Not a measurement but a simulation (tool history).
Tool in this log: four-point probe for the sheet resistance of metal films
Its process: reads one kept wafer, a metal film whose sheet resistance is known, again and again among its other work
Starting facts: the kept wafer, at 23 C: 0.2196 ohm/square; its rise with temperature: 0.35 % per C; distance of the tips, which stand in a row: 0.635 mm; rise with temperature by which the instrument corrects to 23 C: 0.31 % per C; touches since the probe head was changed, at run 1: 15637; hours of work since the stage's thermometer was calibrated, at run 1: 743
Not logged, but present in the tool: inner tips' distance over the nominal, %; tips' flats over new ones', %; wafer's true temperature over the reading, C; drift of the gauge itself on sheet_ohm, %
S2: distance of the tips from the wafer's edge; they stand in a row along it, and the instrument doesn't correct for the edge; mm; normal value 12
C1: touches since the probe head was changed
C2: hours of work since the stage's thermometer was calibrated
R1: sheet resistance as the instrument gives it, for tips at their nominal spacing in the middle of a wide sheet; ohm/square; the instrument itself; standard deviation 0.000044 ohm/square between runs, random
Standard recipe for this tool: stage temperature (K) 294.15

run 1 day=0.000 | stage_temperature_(K)=294.15 S2=12 | C1=15637 C2=743 | R1=0.219961
run 2 day=3.088 | stage_temperature_(K)=294.15 S2=12 | C1=17123 C2=784 | R1=0.220028
run 3 day=6.125 | stage_temperature_(K)=294.15 S2=12 | C1=18584 C2=825 | R1=0.219997
run 4 day=9.971 | stage_temperature_(K)=294.15 S2=12 | C1=20433 C2=877 | R1=0.220031
run 5 day=12.888 | stage_temperature_(K)=294.15 S2=12 | C1=21837 C2=917 | R1=0.219986
run 6 day=16.238 | stage_temperature_(K)=306.15 S2=12 | C1=23448 C2=962 | R1=0.221018
run 7 day=19.312 | stage_temperature_(K)=294.15 S2=12 | C1=24927 C2=1003 | R1=0.220089
run 8 day=23.167 | stage_temperature_(K)=294.15 S2=12 | C1=26782 C2=1055 | R1=0.220066
run 9 day=25.692 | stage_temperature_(K)=296.15 S2=12 | C1=27996 C2=1089 | R1=0.220253
run 10 day=28.504 | stage_temperature_(K)=294.15 S2=12 | C1=29349 C2=1127 | R1=0.220078
run 11 day=30.325 | stage_temperature_(K)=294.15 S2=12 | C1=30225 C2=1152 | R1=0.220098
run 12 day=32.696 | stage_temperature_(K)=294.15 S2=12 | C1=31366 C2=1183 | R1=0.220158
run 13 day=36.546 | stage_temperature_(K)=294.15 S2=12 | C1=33217 C2=1235 | R1=0.220202
run 14 day=39.275 | stage_temperature_(K)=294.15 S2=12 | C1=34530 C2=1272 | R1=0.220159
run 15 day=42.612 | stage_temperature_(K)=294.15 S2=12 | C1=36137 C2=1317 | R1=0.220181
run 16 day=44.921 | stage_temperature_(K)=294.15 S2=12 | C1=37246 C2=1348 | R1=0.220249
run 17 day=47.492 | stage_temperature_(K)=294.15 S2=12 | C1=38484 C2=1383 | R1=0.220194
run 18 day=50.183 | stage_temperature_(K)=294.15 S2=12 | C1=39779 C2=1419 | R1=0.220266
run 19 day=54.146 | stage_temperature_(K)=294.15 S2=12 | C1=41685 C2=1473 | R1=0.220290
run 20 day=57.167 | stage_temperature_(K)=294.15 S2=7 | C1=43138 C2=1513 | R1=0.220989
run 21 day=61.379 | stage_temperature_(K)=294.15 S2=12 | C1=45164 C2=1570 | R1=0.220317
run 22 day=63.475 | stage_temperature_(K)=294.15 S2=12 | C1=46174 C2=1598 | R1=0.220283
run 23 day=66.900 | stage_temperature_(K)=294.15 S2=12 | C1=47821 C2=1645 | R1=0.220371
run 24 day=69.458 | stage_temperature_(K)=294.15 S2=12 | C1=49052 C2=1679 | R1=0.220353
run 25 day=73.479 | stage_temperature_(K)=299.15 S2=4 | C1=50986 C2=1733 | R1=0.223451
run 26 day=77.354 | stage_temperature_(K)=299.15 S2=4 | C1=52850 C2=1786 | R1=0.223460
-- day=77.754 stage's thermometer calibrated
run 27 day=81.012 | stage_temperature_(K)=299.15 S2=4 | C1=54599 C2=44 | R1=0.223411
run 28 day=83.029 | stage_temperature_(K)=298.15 S2=45 | C1=55569 C2=71 | R1=0.220334
run 29 day=87.017 | stage_temperature_(K)=302.15 S2=8 | C1=57488 C2=125 | R1=0.221519
run 30 day=90.888 | stage_temperature_(K)=302.15 S2=8 | C1=59350 C2=177 | R1=0.221453
-- day=92.592 stage's thermometer calibrated, once more
run 31 day=95.138 | stage_temperature_(K)=296.15 S2=5 | C1=61385 C2=34 | R1=0.222465
run 32 day=98.488 | stage_temperature_(K)=303.15 S2=22 | C1=62996 C2=79 | R1=0.221259
run 33 day=100.250 | stage_temperature_(K)=295.15 S2=34 | C1=63845 C2=103 | R1=0.220481
run 34 day=104.000 | stage_temperature_(K)=295.15 S2=34 | C1=65648 C2=154 | R1=0.220607
run 35 day=107.683 | stage_temperature_(K)=303.15 S2=9 | C1=67420 C2=203 | R1=0.221686
run 36 day=110.971 | stage_temperature_(K)=303.15 S2=9 | C1=69003 C2=248 | R1=0.221769
run 37 day=113.817 | stage_temperature_(K)=298.15 S2=5 | C1=70371 C2=286 | R1=0.222756
run 38 day=116.400 | stage_temperature_(K)=291.15 S2=7 | C1=71614 C2=321 | R1=0.221187
run 39 day=119.629 | stage_temperature_(K)=302.15 S2=71 | C1=73167 C2=364 | R1=0.221139
run 40 day=122.888 | stage_temperature_(K)=304.15 S2=3 | C1=74734 C2=408 | R1=0.226579
run 41 day=125.758 | stage_temperature_(K)=305.15 S2=4 | C1=76115 C2=447 | R1=0.224437
run 42 day=128.242 | stage_temperature_(K)=302.15 S2=5 | C1=77311 C2=481 | R1=0.223039
run 43 day=132.104 | stage_temperature_(K)=294.15 S2=5 | C1=79169 C2=533 | R1=0.222504
run 44 day=134.258 | stage_temperature_(K)=302.15 S2=7 | C1=80205 C2=562 | R1=0.222364
run 45 day=137.975 | stage_temperature_(K)=298.15 S2=4 | C1=81993 C2=612 | R1=0.223901

For each run, the measured value with the value that run would have given without the tool's hidden condition subtracted. The run-to-run variation is shared by both, the gauge scatter possibly not:
run=1 R1=+0.000193
run=2 R1=+0.000212
run=3 R1=+0.000230
run=4 R1=+0.000252
run=5 R1=+0.000269
run=6 R1=+0.000293
run=7 R1=+0.000307
run=8 R1=+0.000331
run=9 R1=+0.000346
run=10 R1=+0.000362
run=11 R1=+0.000375
run=12 R1=+0.000388
run=13 R1=+0.000412
run=14 R1=+0.000427
run=15 R1=+0.000449
run=16 R1=+0.000461
run=17 R1=+0.000474
run=18 R1=+0.000491
run=19 R1=+0.000514
run=20 R1=+0.000533
run=21 R1=+0.000558
run=22 R1=+0.000571
run=23 R1=+0.000593
run=24 R1=+0.000608
run=25 R1=+0.000642
run=26 R1=+0.000666
run=27 R1=+0.000636
run=28 R1=+0.000640
run=29 R1=+0.000674
run=30 R1=+0.000697
run=31 R1=+0.000927
run=32 R1=+0.000944
run=33 R1=+0.000950
run=34 R1=+0.000973
run=35 R1=+0.001001
run=36 R1=+0.001021
run=37 R1=+0.001043
run=38 R1=+0.001050
run=39 R1=+0.001070
run=40 R1=+0.001115
run=41 R1=+0.001124
run=42 R1=+0.001132
run=43 R1=+0.001150
run=44 R1=+0.001164
run=45 R1=+0.001194
